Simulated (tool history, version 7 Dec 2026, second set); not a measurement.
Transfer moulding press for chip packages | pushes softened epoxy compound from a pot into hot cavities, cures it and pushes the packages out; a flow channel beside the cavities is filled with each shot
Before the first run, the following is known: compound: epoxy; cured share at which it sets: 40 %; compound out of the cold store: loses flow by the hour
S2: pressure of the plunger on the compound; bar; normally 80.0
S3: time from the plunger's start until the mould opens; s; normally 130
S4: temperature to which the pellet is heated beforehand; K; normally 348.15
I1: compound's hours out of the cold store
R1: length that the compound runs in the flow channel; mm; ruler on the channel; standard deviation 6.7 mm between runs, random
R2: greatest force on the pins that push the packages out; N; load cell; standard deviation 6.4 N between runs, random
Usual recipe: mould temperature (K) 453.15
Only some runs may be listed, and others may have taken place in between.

run 1 hour=0.0 | mould_temperature_(K)=453.15 S2=80.0 S3=130 S4=348.15 | I1=46.7 | R1=745 R2=297
-- hour=43.6 cavities cleaned with cleaning compound and waxed
run 2 hour=63.8 | mould_temperature_(K)=451.15 S2=80.0 S3=130 S4=348.15 | I1=21.3 | R1=847 R2=325
-- hour=93.6 cavities cleaned with cleaning compound and waxed
run 3 hour=103.7 | mould_temperature_(K)=449.15 S2=80.0 S3=130 S4=348.15 | I1=30.7 | R1=802 R2=323
-- hour=147.1 cavities cleaned with cleaning compound and waxed
-- hour=153.0 mould's thermocouples calibrated
run 4 hour=186.3 | mould_temperature_(K)=449.15 S2=80.0 S3=130 S4=348.15 | I1=19.6 | R1=857 R2=399
-- hour=198.9 cavities cleaned with cleaning compound and waxed
-- hour=247.7 cavities cleaned with cleaning compound and waxed
run 5 hour=248.7 | mould_temperature_(K)=453.15 S2=80.0 S3=169 S4=348.15 | I1=44.8 | R1=743 R2=245
-- hour=299.3 cavities cleaned with cleaning compound and waxed
run 6 hour=329.5 | mould_temperature_(K)=453.15 S2=80.0 S3=110 S4=348.15 | I1=19.7 | R1=819 R2=406
-- hour=350.0 cavities cleaned with cleaning compound and waxed
-- hour=400.5 cavities cleaned with cleaning compound and waxed
run 7 hour=405.0 | mould_temperature_(K)=453.15 S2=80.0 S3=110 S4=348.15 | I1=20.6 | R1=799 R2=322
run 8 hour=440.9 | mould_temperature_(K)=453.15 S2=80.0 S3=110 S4=348.15 | I1=33.2 | R1=737 R2=413
-- hour=455.9 cavities cleaned with cleaning compound and waxed
run 9 hour=478.7 | mould_temperature_(K)=453.15 S2=80.0 S3=110 S4=348.15 | I1=9.4 | R1=835 R2=410
-- hour=504.4 cavities cleaned with cleaning compound and waxed
run 10 hour=516.7 | mould_temperature_(K)=453.15 S2=80.0 S3=130 S4=348.15 | I1=39.9 | R1=703 R2=294
-- hour=556.0 cavities cleaned with cleaning compound and waxed
run 11 hour=588.5 | mould_temperature_(K)=453.15 S2=82.1 S3=130 S4=348.15 | I1=44.6 | R1=690 R2=375
-- hour=610.4 plunger's sealing rings changed
-- hour=611.9 cavities cleaned with cleaning compound and waxed
run 12 hour=647.7 | mould_temperature_(K)=453.15 S2=82.1 S3=130 S4=348.15 | I1=31.4 | R1=807 R2=365
-- hour=661.8 cavities cleaned with cleaning compound and waxed
-- hour=676.6 mould's thermocouples calibrated
-- hour=715.7 cavities cleaned with cleaning compound and waxed
run 13 hour=723.5 | mould_temperature_(K)=453.15 S2=80.0 S3=130 S4=348.15 | I1=25.2 | R1=826 R2=293
-- hour=763.7 cavities cleaned with cleaning compound and waxed
run 14 hour=796.1 | mould_temperature_(K)=453.15 S2=80.0 S3=130 S4=348.15 | I1=40.5 | R1=762 R2=370
-- hour=813.3 cavities cleaned with cleaning compound and waxed
-- hour=861.7 cavities cleaned with cleaning compound and waxed
run 15 hour=874.0 | mould_temperature_(K)=453.15 S2=80.0 S3=130 S4=348.15 | I1=37.4 | R1=746 R2=303
-- hour=915.4 cavities cleaned with cleaning compound and waxed
run 16 hour=928.1 | mould_temperature_(K)=453.15 S2=90.5 S3=130 S4=348.15 | I1=24.8 | R1=852 R2=305
-- hour=966.2 cavities cleaned with cleaning compound and waxed
run 17 hour=972.9 | mould_temperature_(K)=453.15 S2=90.5 S3=144 S4=348.15 | I1=8.4 | R1=935 R2=281
-- hour=1018.3 cavities cleaned with cleaning compound and waxed
run 18 hour=1044.8 | mould_temperature_(K)=453.15 S2=90.5 S3=144 S4=348.15 | I1=43.9 | R1=737 R2=330
-- hour=1067.4 cavities cleaned with cleaning compound and waxed
run 19 hour=1110.1 | mould_temperature_(K)=460.15 S2=80.0 S3=130 S4=354.15 | I1=25.1 | R1=764 R2=362
-- hour=1118.8 cavities cleaned with cleaning compound and waxed
-- hour=1170.8 cavities cleaned with cleaning compound and waxed
run 20 hour=1172.2 | mould_temperature_(K)=453.15 S2=70.4 S3=130 S4=339.15 | I1=18.3 | R1=764 R2=265
-- hour=1200.6 mould's thermocouples calibrated
-- hour=1225.7 cavities cleaned with cleaning compound and waxed
-- hour=1232.1 plunger's sealing rings changed
run 21 hour=1249.6 | mould_temperature_(K)=447.15 S2=74.6 S3=140 S4=358.15 | I1=22.1 | R1=840 R2=374
-- hour=1276.6 cavities cleaned with cleaning compound and waxed
run 22 hour=1287.4 | mould_temperature_(K)=456.15 S2=63.6 S3=130 S4=348.15 | I1=25.2 | R1=737 R2=275
-- hour=1325.1 cavities cleaned with cleaning compound and waxed
run 23 hour=1359.0 | mould_temperature_(K)=445.15 S2=80.0 S3=115 S4=348.15 | I1=42.1 | R1=770 R2=569
-- hour=1374.8 cavities cleaned with cleaning compound and waxed
-- hour=1423.6 cavities cleaned with cleaning compound and waxed
run 24 hour=1430.1 | mould_temperature_(K)=445.15 S2=80.0 S3=115 S4=348.15 | I1=29.7 | R1=810 R2=466
-- hour=1473.3 cavities cleaned with cleaning compound and waxed
run 25 hour=1501.2 | mould_temperature_(K)=457.15 S2=82.3 S3=123 S4=348.15 | I1=35.0 | R1=763 R2=322
-- hour=1522.5 cavities cleaned with cleaning compound and waxed
run 26 hour=1557.5 | mould_temperature_(K)=458.15 S2=87.2 S3=141 S4=347.15 | I1=10.7 | R1=878 R2=336

Branching from run 26: 3 alternative next runs. What would each branch give?
-- hour=1574.9 cavities cleaned with cleaning compound and waxed
run A hour=1595.7 | mould_temperature_(K)=458.15 S2=84.1 S3=141 S4=347.15 | I1=32.2 | R1=? R2=?
-- hour=1574.9 cavities cleaned with cleaning compound and waxed
run B hour=1595.7 | mould_temperature_(K)=458.15 S2=72.7 S3=141 S4=358.15 | I1=46.7 | R1=? R2=?
-- hour=1574.9 cavities cleaned with cleaning compound and waxed
run C hour=1595.7 | mould_temperature_(K)=453.15 S2=80.0 S3=124 S4=340.15 | I1=8.4 | R1=? R2=?

run=A R1=769 R2=311
run=B R1=660 R2=308
run=C R1=877 R2=348
Had the tool no hidden state, the same runs would have come out as:
run=A R1=819 R2=240
run=B R1=704 R2=238
run=C R1=935 R2=273

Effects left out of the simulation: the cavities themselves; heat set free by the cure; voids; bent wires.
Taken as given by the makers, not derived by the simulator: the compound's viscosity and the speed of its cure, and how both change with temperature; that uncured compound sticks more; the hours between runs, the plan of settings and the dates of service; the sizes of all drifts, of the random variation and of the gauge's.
